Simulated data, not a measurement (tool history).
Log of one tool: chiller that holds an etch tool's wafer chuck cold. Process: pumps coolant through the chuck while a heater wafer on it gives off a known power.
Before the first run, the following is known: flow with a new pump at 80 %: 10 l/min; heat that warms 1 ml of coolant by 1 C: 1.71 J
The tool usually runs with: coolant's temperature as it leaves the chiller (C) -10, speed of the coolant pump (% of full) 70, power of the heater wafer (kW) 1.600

run,hour,coolant's temperature as it leaves the chiller (C),speed of the coolant pump (% of full),power of the heater wafer (kW),chuck's temperature once it has settled (C),how much warmer the coolant comes back (C)
1,0.0,-10,70,1.600,2.4,6.40
2,29.3,-10,70,1.600,2.2,6.34
3,90.3,-10,70,1.600,2.3,6.32
# hour 108.6: coolant changed, channels flushed
4,133.8,-12,70,1.600,0.3,6.28
5,182.7,-12,70,1.467,-0.8,5.74
6,215.9,-12,70,1.467,-0.7,5.79
7,276.2,-12,70,1.467,-0.8,5.75
8,324.7,-12,70,1.467,-0.9,5.72
9,367.6,-12,70,1.467,-0.8,5.65
10,396.4,-12,70,1.467,-0.9,5.70
11,450.1,-12,70,1.467,-0.7,5.70
12,482.2,-12,70,1.467,-0.7,5.62
13,519.5,-12,70,1.467,-0.6,5.61
14,550.8,-10,70,1.600,2.3,6.17
15,607.6,-10,70,1.600,2.2,6.14
16,642.4,-10,70,1.600,2.3,6.10
17,700.0,-20,64,1.600,-6.9,6.70
18,733.4,-16,70,1.444,-4.8,5.47
19,771.5,-16,70,1.444,-4.9,5.47
20,811.4,-13,62,0.991,-4.7,4.15
# hour 834.3: gauge calibrated
21,866.6,-13,62,0.991,-4.8,4.43
22,895.8,-1,70,1.600,11.2,6.37
23,951.5,-14,66,1.587,-1.6,6.69
24,987.8,-12,86,2.042,1.7,6.61
25,1038.2,-12,86,2.042,1.6,6.65
26,1065.2,-12,69,1.205,-2.8,4.73
27,1095.4,-5,93,1.126,2.3,3.38
28,1140.0,-5,93,1.126,2.2,3.35
29,1192.3,-8,70,1.483,3.3,5.71
30,1233.6,-4,63,1.359,7.0,5.79
31,1266.4,-19,63,1.359,-7.9,5.86

For some of the steps in how much warmer the coolant comes back (C) from one run to the next: how much would appear even if the tool had no hidden state, given the settings, what came in and random variation, and how much remains for the hidden state plus any gauge scatter that the measured result and the result without hidden state don't share?
Hidden state at play: heat passed by the chuck's channels, % of clean ones'; flow at a given pump speed, % of a new pump's; coolant's true temperature over the reading, C; drift of the gauge itself on chuck_c, C; drift of the gauge itself on warmer_back_c, C.
Run 1 -> 2: nothing adjusted, nothing logged. how much warmer the coolant comes back (C) -0.06: hidden state -0.02, all else -0.04.
Run 10 -> 11: nothing adjusted, nothing logged. how much warmer the coolant comes back (C) +0.00: hidden state -0.03, all else +0.03.
Run 20 -> 21: gauge calibrated. how much warmer the coolant comes back (C) +0.28: hidden state +0.29, all else -0.01.
Run 21 -> 22: coolant's temperature as it leaves the chiller (C) -13 -> -1, speed of the coolant pump (% of full) 62 -> 70, power of the heater wafer (kW) 0.991 -> 1.600. how much warmer the coolant comes back (C) +1.94: hidden state -0.01, all else +1.95.
Run 25 -> 26: speed of the coolant pump (% of full) 86 -> 69, power of the heater wafer (kW) 2.042 -> 1.205. how much warmer the coolant comes back (C) -1.92: hidden state -0.02, all else -1.90.
Run 28 -> 29: coolant's temperature as it leaves the chiller (C) -5 -> -8, speed of the coolant pump (% of full) 93 -> 70, power of the heater wafer (kW) 1.126 -> 1.483. how much warmer the coolant comes back (C) +2.36: hidden state -0.02, all else +2.38.
